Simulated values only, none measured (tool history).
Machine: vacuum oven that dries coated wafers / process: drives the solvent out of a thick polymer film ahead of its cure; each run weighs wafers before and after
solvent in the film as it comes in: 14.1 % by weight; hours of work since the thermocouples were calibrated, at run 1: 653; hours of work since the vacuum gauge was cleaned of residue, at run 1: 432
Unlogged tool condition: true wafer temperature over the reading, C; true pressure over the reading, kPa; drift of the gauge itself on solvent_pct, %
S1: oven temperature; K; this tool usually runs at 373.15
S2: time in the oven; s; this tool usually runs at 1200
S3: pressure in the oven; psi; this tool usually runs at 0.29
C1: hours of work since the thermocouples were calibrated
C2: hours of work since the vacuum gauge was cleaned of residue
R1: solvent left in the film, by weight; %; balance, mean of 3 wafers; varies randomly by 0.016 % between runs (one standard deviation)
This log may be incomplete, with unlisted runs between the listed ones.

{"run": 1, "day": 0.0, "S1": 373.15, "S2": 1200, "S3": 0.29, "C1": 653, "C2": 432, "R1": 2.04}
{"run": 2, "day": 0.754, "S1": 373.15, "S2": 1200, "S3": 0.29, "C1": 668, "C2": 446, "R1": 2.02}
{"run": 3, "day": 1.608, "S1": 373.15, "S2": 1200, "S3": 0.29, "C1": 684, "C2": 462, "R1": 2.03}
{"run": 4, "day": 2.438, "S1": 373.15, "S2": 1200, "S3": 0.29, "C1": 700, "C2": 478, "R1": 2.02}
{"run": 5, "day": 3.138, "S1": 373.15, "S2": 1200, "S3": 0.29, "C1": 713, "C2": 491, "R1": 2.02}
{"run": 6, "day": 3.788, "S1": 373.15, "S2": 1200, "S3": 0.29, "C1": 725, "C2": 504, "R1": 1.99}
{"run": 7, "day": 4.271, "S1": 373.15, "S2": 1200, "S3": 0.29, "C1": 734, "C2": 513, "R1": 1.99}
{"run": 8, "day": 4.838, "S1": 373.15, "S2": 1200, "S3": 0.29, "C1": 745, "C2": 524, "R1": 2.01}
{"run": 9, "day": 5.679, "S1": 373.15, "S2": 1200, "S3": 0.29, "C1": 761, "C2": 540, "R1": 1.98}
{"run": 10, "day": 6.525, "S1": 373.15, "S2": 1200, "S3": 0.29, "C1": 777, "C2": 556, "R1": 1.98}
{"run": 11, "day": 7.479, "S1": 373.15, "S2": 1200, "S3": 0.278, "C1": 795, "C2": 574, "R1": 1.96}
{"run": 12, "day": 8.383, "S1": 373.15, "S2": 1200, "S3": 0.278, "C1": 812, "C2": 591, "R1": 1.95}
{"run": 13, "day": 8.85, "S1": 373.15, "S2": 1200, "S3": 0.29, "C1": 821, "C2": 600, "R1": 2.01}
{"run": 14, "day": 9.275, "S1": 373.15, "S2": 1200, "S3": 0.29, "C1": 829, "C2": 608, "R1": 1.99}
{"run": 15, "day": 9.675, "S1": 374.15, "S2": 1080, "S3": 0.515, "C1": 837, "C2": 615, "R1": 2.59}
{"run": 16, "day": 10.296, "S1": 376.15, "S2": 1620, "S3": 0.213, "C1": 849, "C2": 627, "R1": 0.9}
{"run": 17, "day": 10.717, "S1": 373.15, "S2": 600, "S3": 0.963, "C1": 857, "C2": 635, "R1": 5.61}
{"run": 18, "day": 11.454, "S1": 373.15, "S2": 600, "S3": 0.963, "C1": 871, "C2": 649, "R1": 5.56}
{"run": 19, "day": 12.375, "S1": 366.15, "S2": 1200, "S3": 0.29, "C1": 888, "C2": 667, "R1": 3.09}
{"run": 20, "day": 12.975, "S1": 378.15, "S2": 1140, "S3": 0.29, "C1": 900, "C2": 678, "R1": 1.46}
{"run": 21, "day": 13.862, "S1": 383.15, "S2": 1920, "S3": 0.788, "C1": 916, "C2": 695, "R1": 1.42}
{"run": 22, "day": 14.433, "S1": 373.15, "S2": 780, "S3": 0.148, "C1": 927, "C2": 706, "R1": 3.07}
{"run": 23, "day": 14.971, "S1": 387.15, "S2": 1200, "S3": 0.29, "C1": 937, "C2": 716, "R1": 0.69}
{"run": 24, "day": 15.867, "S1": 387.15, "S2": 1200, "S3": 0.783, "C1": 954, "C2": 733, "R1": 1.44}
{"run": 25, "day": 16.275, "S1": 383.15, "S2": 1920, "S3": 0.761, "C1": 962, "C2": 741, "R1": 1.37}

5 options for the next run, each taken on its own from the tool as it stands now. Forecast them:
{"run": "A", "day": 17.042, "S1": 385.15, "S2": 1920, "S3": 0.761, "C1": 977, "C2": 755, "R1": "?"}
{"run": "B", "day": 17.042, "S1": 366.15, "S2": 1200, "S3": 0.506, "C1": 977, "C2": 755, "R1": "?"}
{"run": "C", "day": 17.042, "S1": 373.15, "S2": 1020, "S3": 1.127, "C1": 977, "C2": 755, "R1": "?"}
{"run": "D", "day": 17.042, "S1": 381.15, "S2": 1920, "S3": 0.226, "C1": 977, "C2": 755, "R1": "?"}
{"run": "E", "day": 17.042, "S1": 377.15, "S2": 1920, "S3": 0.761, "C1": 977, "C2": 755, "R1": "?"}

run=A R1=1.25
run=B R1=3.63
run=C R1=4.2
run=D R1=0.52
run=E R1=1.8
The same runs, with their run-to-run variation unchanged, on a tool lacking any hidden condition would have given:
run=A R1=1.33
run=B R1=3.99
run=C R1=4.58
run=D R1=0.56
run=E R1=1.95
